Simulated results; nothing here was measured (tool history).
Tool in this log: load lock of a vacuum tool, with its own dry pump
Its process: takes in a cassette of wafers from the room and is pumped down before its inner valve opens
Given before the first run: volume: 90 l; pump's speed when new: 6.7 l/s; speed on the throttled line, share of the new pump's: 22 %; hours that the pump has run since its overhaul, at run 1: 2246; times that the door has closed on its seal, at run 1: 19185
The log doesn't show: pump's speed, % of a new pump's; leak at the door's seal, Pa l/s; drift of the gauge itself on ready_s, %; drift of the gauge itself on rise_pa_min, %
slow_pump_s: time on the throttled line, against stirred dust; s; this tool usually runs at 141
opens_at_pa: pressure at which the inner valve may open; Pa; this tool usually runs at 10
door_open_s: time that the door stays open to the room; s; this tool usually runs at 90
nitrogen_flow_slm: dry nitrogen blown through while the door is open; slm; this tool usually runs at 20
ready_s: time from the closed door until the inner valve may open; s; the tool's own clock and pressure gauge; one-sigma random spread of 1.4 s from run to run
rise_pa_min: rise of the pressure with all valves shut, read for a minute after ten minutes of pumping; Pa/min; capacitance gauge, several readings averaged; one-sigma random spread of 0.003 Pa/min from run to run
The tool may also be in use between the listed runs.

run	day	slow_pump_s	opens_at_pa	door_open_s	nitrogen_flow_slm	hours that the pump has run since its overhaul	times that the door has closed on its seal	incoming humidity of the room's air, %	ready_s	rise_pa_min
1	0.000	141	10	90	20	2246	19185	42.9	237.5	0.128
2	1.612	141	10	90	20	2285	19275	46.2	235.7	0.143
3	5.375	141	10	90	20	2375	19485	47.1	237.2	0.144
4	6.996	141	10	90	20	2414	19575	43.2	236.3	0.139
5	9.229	141	10	90	20	2468	19699	41.9	236.9	0.135
6	13.038	141	10	90	20	2559	19911	42.7	238.1	0.137
7	15.483	141	10	90	20	2618	20047	45.8	240.0	0.142
8	17.075	141	10	90	20	2656	20136	45.3	237.3	0.147
9	19.583	141	10	90	20	2716	20276	44.8	236.9	0.143
10	21.762	141	10	90	44	2768	20397	48.1	237.3	0.128
11	23.558	141	10	90	44	2812	20497	42.6	237.6	0.127
12	25.783	206	14	179	4	2865	20621	44.1	283.0	0.196
13	28.196	141	10	39	20	2923	20755	45.3	237.7	0.130
14	30.088	141	10	39	20	2968	20860	47.5	239.4	0.128
15	32.775	141	10	39	20	3033	21010	45.2	236.1	0.136
16	35.667	141	9	135	9	3102	21171	45.2	237.1	0.179
17	38.204	141	13	135	11	3163	21312	47.5	235.0	0.174
18	42.042	141	13	135	11	3255	21526	44.6	236.1	0.175
19	45.542	195	15	135	9	3339	21721	44.3	271.8	0.183

For some of the steps in ready_s from one run to the next: how much would appear even if the tool had no hidden state, given the settings, what came in and random variation, and how much remains for the hidden state plus any gauge scatter that the measured result and the result without hidden state don't share?
Run 11 -> 12: slow_pump_s 141 -> 206, opens_at_pa 10 -> 14, door_open_s 90 -> 179, nitrogen_flow_slm 44 -> 4. ready_s +45.4 s: hidden state -0.5, all else +45.9.
Run 12 -> 13: slow_pump_s 206 -> 141, opens_at_pa 14 -> 10, door_open_s 179 -> 39, nitrogen_flow_slm 4 -> 20. ready_s -45.3 s: hidden state +0.6, all else -45.9.
